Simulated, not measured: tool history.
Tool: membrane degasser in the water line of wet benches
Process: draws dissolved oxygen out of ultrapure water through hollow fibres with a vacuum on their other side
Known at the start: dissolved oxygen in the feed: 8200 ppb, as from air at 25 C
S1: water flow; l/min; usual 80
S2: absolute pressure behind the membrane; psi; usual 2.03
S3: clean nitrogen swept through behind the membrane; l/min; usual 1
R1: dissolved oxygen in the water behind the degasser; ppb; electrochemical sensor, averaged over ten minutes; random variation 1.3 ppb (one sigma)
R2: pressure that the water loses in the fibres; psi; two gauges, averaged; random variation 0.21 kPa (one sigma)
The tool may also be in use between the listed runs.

Run 1, hour 0: usual settings. Result: R1 1291.9 ppb, R2 7.465 psi.
Run 2, hour 79.2: usual settings. Result: R1 1293.1 ppb, R2 7.391 psi.
Run 3, hour 186.8: usual settings. Result: R1 1295.7 ppb, R2 7.394 psi.
Run 4, hour 241.3: usual settings. Result: R1 1295.6 ppb, R2 7.423 psi.
Run 5, hour 345.4: usual settings. Result: R1 1294.4 ppb, R2 7.362 psi.
Run 6, hour 458.4: usual settings but S2 2.35 psi. Result: R1 1519.7 ppb, R2 7.361 psi.
Run 7, hour 565.3: usual settings. Result: R1 1291.8 ppb, R2 7.407 psi.
Run 8, hour 668.8: usual settings. Result: R1 1294.7 ppb, R2 7.378 psi.
Run 9, hour 774.1: usual settings. Result: R1 1292.3 ppb, R2 7.343 psi.
Run 10, hour 834.7: usual settings but S1 93 l/min. Result: R1 1430.6 ppb, R2 8.527 psi.
Run 11, hour 930: usual settings. Result: R1 1292.9 ppb, R2 7.311 psi.
Run 12, hour 1016.6: usual settings. Result: R1 1293 ppb, R2 7.288 psi.
Run 13, hour 1125.4: usual settings but S2 1.94 psi. Result: R1 1230 ppb, R2 7.21 psi.
Run 14, hour 1231.2: usual settings but S2 1.94 psi. Result: R1 1231.6 ppb, R2 7.256 psi.
At hour 1297.6: gauge calibrated.
Run 15, hour 1339.8: usual settings but S2 1.94 psi. Result: R1 1229.8 ppb, R2 7.435 psi.
Run 16, hour 1433.2: usual settings but S3 0.53 l/min. Result: R1 1836.5 ppb, R2 7.381 psi.
Run 17, hour 1522.4: usual settings but S1 118 l/min. Result: R1 1663.5 ppb, R2 10.859 psi.
Run 18, hour 1580.2: usual settings but S1 118 l/min. Result: R1 1663.3 ppb, R2 10.882 psi.
Run 19, hour 1632.8: usual settings but S1 59 l/min, S3 1.66 l/min. Result: R1 731 ppb, R2 5.449 psi.
Run 20, hour 1737.3: usual settings but S1 53 l/min, S2 1.51 psi, S3 1.66 l/min. Result: R1 458.9 ppb, R2 4.878 psi.
Run 21, hour 1839.8: usual settings but S1 72 l/min. Result: R1 1208.2 ppb, R2 6.643 psi.
Run 22, hour 1930.6: usual settings but S1 65 l/min, S2 1.33 psi, S3 2.88 l/min. Result: R1 292.4 ppb, R2 5.957 psi.
Run 23, hour 1987.9: usual settings but S1 81 l/min, S2 1.33 psi, S3 0.4 l/min. Result: R1 1252.8 ppb, R2 7.452 psi.
Run 24, hour 2068.1: usual settings but S1 81 l/min, S2 1.33 psi, S3 0.4 l/min. Result: R1 1251.6 ppb, R2 7.426 psi.
Run 25, hour 2178: usual settings but S1 81 l/min, S2 1.33 psi, S3 0.4 l/min. Result: R1 1252.4 ppb, R2 7.414 psi.
Run 26, hour 2250.7: usual settings but S1 127 l/min, S2 1.44 psi, S3 0.65 l/min. Result: R1 1432.2 ppb, R2 11.52 psi.
At hour 2307.5: seals of the vacuum lines changed.
Run 27, hour 2349.4: usual settings but S1 127 l/min, S2 1.44 psi, S3 0.65 l/min. Result: R1 1433.1 ppb, R2 11.546 psi.
Run 28, hour 2428: usual settings but S2 1.54 psi, S3 0.7 l/min. Result: R1 1138.1 ppb, R2 7.288 psi.
Run 29, hour 2539.7: usual settings but S1 75 l/min, S2 1.41 psi, S3 0.76 l/min. Result: R1 928.6 ppb, R2 6.772 psi.
Run 30, hour 2612.4: usual settings but S1 69 l/min, S2 3.18 psi, S3 0.56 l/min. Result: R1 2590 ppb, R2 6.187 psi.
Run 31, hour 2671.2: usual settings but S1 69 l/min, S2 3.18 psi, S3 0.56 l/min. Result: R1 2586 ppb, R2 6.25 psi.
Run 32, hour 2771.4: usual settings but S1 54 l/min, S2 1.35 psi, S3 0.92 l/min. Result: R1 621.4 ppb, R2 4.867 psi.

Forecast each of these 4 alternatives for the next run:
Run A, hour 2828.1: usual settings but S2 1.75 psi. Result: R1 ?, R2 ?.
Run B, hour 2828.1: usual settings but S1 81 l/min, S2 2.51 psi, S3 0.54 l/min. Result: R1 ?, R2 ?.
Run C, hour 2828.1: usual settings but S1 60 l/min, S2 2.7 psi. Result: R1 ?, R2 ?.
Run D, hour 2828.1: usual settings but S1 50 l/min, S2 4.18 psi, S3 0.56 l/min. Result: R1 ?, R2 ?.

run      R1     R2
  A  1088.7  7.221
  B  2282.6    7.3
  C  1457.1  5.426
  D  2762.4  4.532
Without the tool's hidden state the same runs would have given:
run      R1     R2
  A  1088.6   7.44
  B  2282.5   7.52
  C  1457.1   5.59
  D  2762.4  4.669
